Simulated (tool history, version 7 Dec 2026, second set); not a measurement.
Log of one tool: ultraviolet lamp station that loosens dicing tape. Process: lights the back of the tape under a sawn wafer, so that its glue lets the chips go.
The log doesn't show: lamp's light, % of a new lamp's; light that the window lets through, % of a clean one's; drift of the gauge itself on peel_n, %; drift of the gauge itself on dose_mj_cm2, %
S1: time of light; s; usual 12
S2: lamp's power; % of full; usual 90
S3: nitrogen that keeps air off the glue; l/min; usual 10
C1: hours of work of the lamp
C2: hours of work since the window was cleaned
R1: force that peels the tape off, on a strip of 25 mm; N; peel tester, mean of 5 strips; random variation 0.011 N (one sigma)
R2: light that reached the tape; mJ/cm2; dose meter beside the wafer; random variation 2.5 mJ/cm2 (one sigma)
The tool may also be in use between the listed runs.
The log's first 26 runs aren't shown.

| run | hour | S1 | S2 | S3 | C1 | C2 | R1 | R2 |
|---|---|---|---|---|---|---|---|---|
| 27 | 975.0 | 12 | 65 | 9 | 658 | 98 | 1.413 | 184 |
| 28 | 1009.0 | 20 | 69 | 10 | 677 | 117 | 0.429 | 326 |
| 29 | 1034.8 | 6 | 92 | 7 | 690 | 131 | 2.453 | 127 |
| 30 | 1078.4 | 12 | 66 | 10 | 714 | 154 | 1.324 | 185 |
| 31 | 1104.9 | 12 | 78 | 11 | 728 | 169 | 0.928 | 214 |
| 32 | 1145.1 | 12 | 78 | 11 | 750 | 190 | 0.935 | 217 |
| 33 | 1182.8 | 16 | 63 | 10 | 771 | 211 | 0.922 | 227 |
| 34 | 1219.0 | 19 | 88 | 7 | 790 | 230 | 0.442 | 380 |
| 35 | 1262.6 | 12 | 90 | 6 | 814 | 254 | 1.202 | 237 |
| 36 | 1312.9 | 12 | 93 | 5 | 841 | 281 | 1.310 | 246 |
| 37 | 1363.7 | 12 | 95 | 5 | 868 | 309 | 1.290 | 248 |
| 38 | 1396.5 | 11 | 90 | 10 | 886 | 326 | 1.050 | 215 |
| 39 | 1444.1 | 6 | 91 | 11 | 912 | 352 | 2.280 | 112 |
| 40 | 1468.3 | 6 | 97 | 11 | 925 | 365 | 2.156 | 125 |
| 41 | 1517.5 | 13 | 65 | 13 | 951 | 392 | 1.165 | 179 |
| 42 | 1549.5 | 22 | 84 | 3 | 969 | 409 | 0.923 | 386 |
| 43 | 1573.6 | 12 | 76 | 3 | 982 | 422 | 2.460 | 190 |
| 44 | 1603.5 | 12 | 76 | 3 | 998 | 438 | 2.470 | 187 |

3 ways to go on from here, each from the tool as it stands after run 44. What would each give?
| A | 1636.2 | 9 | 99 | 13 | 1016 | 456 | ? | ? |
| B | 1636.2 | 8 | 81 | 4 | 1016 | 456 | ? | ? |
| C | 1636.2 | 10 | 76 | 12 | 1016 | 456 | ? | ? |

| run | R1 | R2 |
|---|---|---|
| A | 1.227 | 180 |
| B | 3.053 | 135 |
| C | 1.547 | 153 |
Without the tool's hidden state the same runs would have given:
| run | R1 | R2 |
|---|---|---|
| A | 0.665 | 247 |
| B | 2.294 | 184 |
| C | 0.923 | 210 |
